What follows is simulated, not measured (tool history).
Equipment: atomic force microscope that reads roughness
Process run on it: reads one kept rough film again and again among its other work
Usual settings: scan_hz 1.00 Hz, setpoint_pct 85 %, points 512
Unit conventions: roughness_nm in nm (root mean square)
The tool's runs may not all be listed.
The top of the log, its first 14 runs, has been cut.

run	hour	scan_hz	setpoint_pct	points	roughness_nm
15	424.4	1.00	85	317	4.342
16	444.1	1.00	85	317	4.126
17	464.2	1.00	77	512	4.032
# hour 483.2: new tip fitted
18	484.0	1.91	77	749	4.931
19	509.6	0.72	85	512	4.740
20	542.9	0.72	85	512	4.345
21	569.8	1.00	85	281	4.026
# hour 598.4: new tip fitted
22	598.4	1.00	85	281	4.993
23	642.4	1.00	85	281	4.508
24	673.1	1.00	64	303	4.356
25	706.0	1.00	66	387	4.033
# hour 713.6: new tip fitted
26	737.7	0.71	85	512	4.721
27	775.9	0.56	58	512	4.487
28	815.4	0.56	58	512	4.086
# hour 830.2: new tip fitted
29	839.6	0.60	86	257	4.945
30	871.5	0.60	57	718	4.650
31	911.4	3.36	85	525	3.671
32	942.5	3.36	85	525	3.402
# hour 945.1: new tip fitted
33	964.9	0.54	65	386	4.909
34	1009.0	1.00	62	316	4.358

Below are 5 alternative next runs, each starting from the tool's condition after run 34. Predict each:
A	1044.7	2.15	85	437	?
B	1044.7	0.88	89	939	?
C	1044.7	2.81	63	450	?
D	1044.7	1.72	62	499	?
E	1044.7	3.50	69	372	?

run	roughness_nm
A	3.674
B	3.854
C	3.881
D	3.977
E	3.798
With the hidden condition removed and each run's random variation left untouched, the same runs would have given:
run	roughness_nm
A	4.832
B	5.068
C	5.105
D	5.231
E	4.996
